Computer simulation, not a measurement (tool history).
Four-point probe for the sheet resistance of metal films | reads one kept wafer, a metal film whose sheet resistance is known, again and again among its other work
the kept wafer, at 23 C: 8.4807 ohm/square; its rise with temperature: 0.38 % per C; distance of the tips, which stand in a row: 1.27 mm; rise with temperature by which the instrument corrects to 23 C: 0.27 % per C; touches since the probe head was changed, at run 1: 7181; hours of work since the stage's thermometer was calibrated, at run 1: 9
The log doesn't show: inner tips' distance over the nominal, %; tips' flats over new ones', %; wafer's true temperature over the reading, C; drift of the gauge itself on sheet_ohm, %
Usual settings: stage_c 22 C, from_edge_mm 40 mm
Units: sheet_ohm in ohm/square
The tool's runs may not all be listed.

| run | hour | stage_c | from_edge_mm | touches since the probe head was changed | hours of work since the stage's thermometer was calibrated | sheet_ohm |
|---|---|---|---|---|---|---|
| 1 | 0 | 22 | 40 | 7181 | 9 | 8.501809 |
| 2 | 22.4 | 22 | 40 | 7659 | 18 | 8.498391 |
| 3 | 43.4 | 22 | 40 | 8106 | 27 | 8.499924 |
| 4 | 83.8 | 22 | 36 | 8969 | 44 | 8.502357 |
| 5 | 127.3 | 22 | 40 | 9898 | 62 | 8.498928 |
| 6 | 169.8 | 22 | 40 | 10805 | 80 | 8.500731 |
| 7 | 216.1 | 22 | 40 | 11794 | 100 | 8.495965 |
| 8 | 256.1 | 22 | 20 | 12646 | 116 | 8.510562 |
| 9 | 284.6 | 29 | 40 | 13256 | 128 | 8.560327 |
| 10 | 317.5 | 29 | 40 | 13958 | 142 | 8.556454 |
| 11 | 366.1 | 22 | 21 | 14995 | 163 | 8.507241 |
| 12 | 389 | 22 | 21 | 15484 | 172 | 8.508941 |
|  | 393.1 | stage's thermometer calibrated |
| 13 | 416.6 | 22 | 21 | 16063 | 10 | 8.513135 |
| 14 | 441.4 | 22 | 21 | 16591 | 20 | 8.507013 |
| 15 | 485.8 | 22 | 40 | 17538 | 39 | 8.497287 |
| 16 | 529.6 | 21 | 40 | 18474 | 57 | 8.485675 |
| 17 | 562.6 | 21 | 40 | 19178 | 71 | 8.485713 |
|  | 578.1 | stage's thermometer calibrated, once more |
| 18 | 601.3 | 22 | 4 | 19994 | 10 | 8.925097 |
| 19 | 623.8 | 22 | 4 | 20475 | 19 | 8.925331 |
| 20 | 656.5 | 22 | 4 | 21171 | 33 | 8.927567 |
| 21 | 704.3 | 22 | 4 | 22192 | 53 | 8.924484 |
| 22 | 727.8 | 22 | 4 | 22693 | 63 | 8.92481 |
| 23 | 758.7 | 22 | 39 | 23352 | 76 | 8.495068 |
| 24 | 780.1 | 25 | 32 | 23810 | 85 | 8.524662 |
| 25 | 826.2 | 24 | 40 | 24793 | 104 | 8.5109 |
| 26 | 851.1 | 24 | 40 | 25325 | 115 | 8.510805 |
| 27 | 893.9 | 21 | 42 | 26240 | 133 | 8.482028 |
| 28 | 929.9 | 34 | 3 | 27007 | 148 | 9.343195 |
| 29 | 950.9 | 20 | 6 | 27455 | 156 | 8.668696 |
| 30 | 1001.6 | 20 | 6 | 28537 | 178 | 8.670196 |
| 31 | 1051.2 | 26 | 20 | 29596 | 199 | 8.541354 |
| 32 | 1081.1 | 26 | 20 | 30234 | 211 | 8.537386 |
| 33 | 1107.8 | 22 | 13 | 30804 | 222 | 8.528921 |
| 34 | 1134.8 | 32 | 4 | 31380 | 234 | 9.01335 |
| 35 | 1159.3 | 32 | 4 | 31903 | 244 | 9.010925 |
| 36 | 1188.2 | 32 | 18 | 32520 | 256 | 8.594464 |
| 37 | 1229.2 | 32 | 18 | 33396 | 273 | 8.594503 |
| 38 | 1261.5 | 23 | 3 | 34084 | 287 | 9.236605 |
| 39 | 1302.7 | 32 | 45 | 34965 | 304 | 8.572823 |
| 40 | 1339.1 | 25 | 6 | 35742 | 319 | 8.711677 |
| 41 | 1383.4 | 30 | 9 | 36686 | 338 | 8.64114 |
| 42 | 1419.5 | 25 | 57 | 37457 | 353 | 8.511536 |

Forecast each of these 3 alternatives for the next run:
| A | 1450.7 | 33 | 10 | 38123 | 366 | ? |
| B | 1450.7 | 31 | 12 | 38123 | 366 | ? |
| C | 1450.7 | 23 | 57 | 38123 | 366 | ? |

| run | sheet_ohm |
|---|---|
| A | 8.65073 |
| B | 8.613674 |
| C | 8.491465 |
Without the tool's hidden state the same runs would have given:
| run | sheet_ohm |
|---|---|
| A | 8.639589 |
| B | 8.602586 |
| C | 8.480563 |
